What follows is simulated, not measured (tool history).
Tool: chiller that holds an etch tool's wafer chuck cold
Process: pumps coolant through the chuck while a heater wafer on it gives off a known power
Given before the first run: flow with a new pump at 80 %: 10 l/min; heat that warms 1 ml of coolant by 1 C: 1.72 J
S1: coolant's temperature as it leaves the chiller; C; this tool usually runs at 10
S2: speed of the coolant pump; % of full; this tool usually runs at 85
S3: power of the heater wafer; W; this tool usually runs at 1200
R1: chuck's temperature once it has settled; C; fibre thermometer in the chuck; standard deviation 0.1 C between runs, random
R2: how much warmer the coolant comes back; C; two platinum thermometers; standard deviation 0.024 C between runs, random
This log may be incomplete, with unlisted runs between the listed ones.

{"run": 1, "day": 0.0, "S1": 10, "S2": 85, "S3": 1200, "R1": 21.9, "R2": 3.96}
{"run": 2, "day": 0.658, "S1": 10, "S2": 85, "S3": 681, "R1": 17.0, "R2": 2.26}
{"run": 3, "day": 2.088, "S1": 10, "S2": 85, "S3": 681, "R1": 16.9, "R2": 2.23}
{"run": 4, "day": 3.062, "S1": 10, "S2": 85, "S3": 1200, "R1": 22.1, "R2": 3.92}
{"run": 5, "day": 3.762, "S1": 10, "S2": 63, "S3": 1200, "R1": 24.9, "R2": 5.54}
{"run": 6, "day": 4.775, "S1": 10, "S2": 63, "S3": 1200, "R1": 24.9, "R2": 5.54}
{"run": 7, "day": 5.471, "S1": 10, "S2": 63, "S3": 1200, "R1": 25.0, "R2": 5.59}
{"run": 8, "day": 6.496, "S1": 10, "S2": 85, "S3": 943, "R1": 19.6, "R2": 3.12}
{"run": 9, "day": 7.258, "S1": 10, "S2": 85, "S3": 1200, "R1": 22.1, "R2": 3.91}
{"run": 10, "day": 8.596, "S1": 10, "S2": 85, "S3": 1200, "R1": 22.1, "R2": 3.98}
{"run": 11, "day": 9.35, "S1": 15, "S2": 85, "S3": 1200, "R1": 27.1, "R2": 3.96}
{"run": 12, "day": 10.392, "S1": 15, "S2": 85, "S3": 1200, "R1": 27.1, "R2": 3.96}
{"run": 13, "day": 11.896, "S1": 15, "S2": 85, "S3": 1200, "R1": 27.3, "R2": 3.98}
{"run": 14, "day": 12.862, "S1": 15, "S2": 85, "S3": 1200, "R1": 27.1, "R2": 3.99}
{"run": 15, "day": 14.171, "S1": 15, "S2": 85, "S3": 1200, "R1": 27.2, "R2": 4.02}
{"run": 16, "day": 15.017, "S1": 17, "S2": 85, "S3": 1200, "R1": 29.1, "R2": 3.97}
{"run": 17, "day": 16.546, "S1": 17, "S2": 85, "S3": 1200, "R1": 29.3, "R2": 3.99}
{"run": 18, "day": 18.067, "S1": 1, "S2": 85, "S3": 1065, "R1": 12.0, "R2": 3.54}
{"run": 19, "day": 18.7, "S1": 1, "S2": 85, "S3": 1065, "R1": 11.9, "R2": 3.59}
{"run": 20, "day": 19.925, "S1": 9, "S2": 99, "S3": 818, "R1": 16.7, "R2": 2.3}
{"run": 21, "day": 20.792, "S1": 9, "S2": 99, "S3": 818, "R1": 16.6, "R2": 2.31}
{"run": 22, "day": 22.15, "S1": 20, "S2": 79, "S3": 818, "R1": 29.1, "R2": 3.0}
{"run": 23, "day": 22.942, "S1": 13, "S2": 65, "S3": 740, "R1": 22.4, "R2": 3.31}
{"run": 24, "day": 24.208, "S1": 11, "S2": 76, "S3": 1424, "R1": 26.7, "R2": 5.36}
{"run": 25, "day": 24.85, "S1": 11, "S2": 76, "S3": 1424, "R1": 26.8, "R2": 5.41}
{"run": 26, "day": 25.688, "S1": 4, "S2": 85, "S3": 843, "R1": 13.0, "R2": 2.79}
{"run": 27, "day": 26.408, "S1": 11, "S2": 85, "S3": 1062, "R1": 22.0, "R2": 3.48}
{"run": 28, "day": 27.554, "S1": 6, "S2": 69, "S3": 987, "R1": 18.2, "R2": 4.19}
{"run": 29, "day": 29.033, "S1": 15, "S2": 77, "S3": 987, "R1": 26.3, "R2": 3.64}
{"run": 30, "day": 30.517, "S1": 15, "S2": 77, "S3": 987, "R1": 26.1, "R2": 3.69}
{"run": 31, "day": 31.588, "S1": 3, "S2": 64, "S3": 1073, "R1": 16.7, "R2": 4.97}
{"run": 32, "day": 32.996, "S1": 6, "S2": 62, "S3": 1200, "R1": 21.7, "R2": 5.75}
{"run": 33, "day": 34.438, "S1": 20, "S2": 67, "S3": 1217, "R1": 35.3, "R2": 5.29}

For each run, the measured value with the value that run would have given without the tool's hidden condition subtracted. The run-to-run variation is shared by both, the gauge scatter possibly not:
The hidden state here: heat passed by the chuck's channels, % of clean ones'; flow at a given pump speed, % of a new pump's; coolant's true temperature over the reading, C; drift of the gauge itself on chuck_c, C; drift of the gauge itself on warmer_back_c, C.
run=1 R1=+1.1 R2=+0.03
run=2 R1=+0.7 R2=+0.02
run=3 R1=+0.8 R2=+0.03
run=4 R1=+1.2 R2=+0.05
run=5 R1=+1.3 R2=+0.07
run=6 R1=+1.4 R2=+0.06
run=7 R1=+1.4 R2=+0.07
run=8 R1=+1.1 R2=+0.04
run=9 R1=+1.2 R2=+0.05
run=10 R1=+1.2 R2=+0.06
run=11 R1=+1.3 R2=+0.06
run=12 R1=+1.3 R2=+0.06
run=13 R1=+1.4 R2=+0.06
run=14 R1=+1.3 R2=+0.06
run=15 R1=+1.3 R2=+0.07
run=16 R1=+1.4 R2=+0.06
run=17 R1=+1.4 R2=+0.07
run=18 R1=+1.3 R2=+0.07
run=19 R1=+1.3 R2=+0.07
run=20 R1=+1.1 R2=+0.04
run=21 R1=+1.1 R2=+0.04
run=22 R1=+1.2 R2=+0.06
run=23 R1=+1.3 R2=+0.07
run=24 R1=+1.9 R2=+0.11
run=25 R1=+2.0 R2=+0.11
run=26 R1=+1.3 R2=+0.06
run=27 R1=+1.5 R2=+0.07
run=28 R1=+1.6 R2=+0.09
run=29 R1=+1.6 R2=+0.08
run=30 R1=+1.6 R2=+0.08
run=31 R1=+1.8 R2=+0.12
run=32 R1=+2.1 R2=+0.13
run=33 R1=+2.0 R2=+0.13
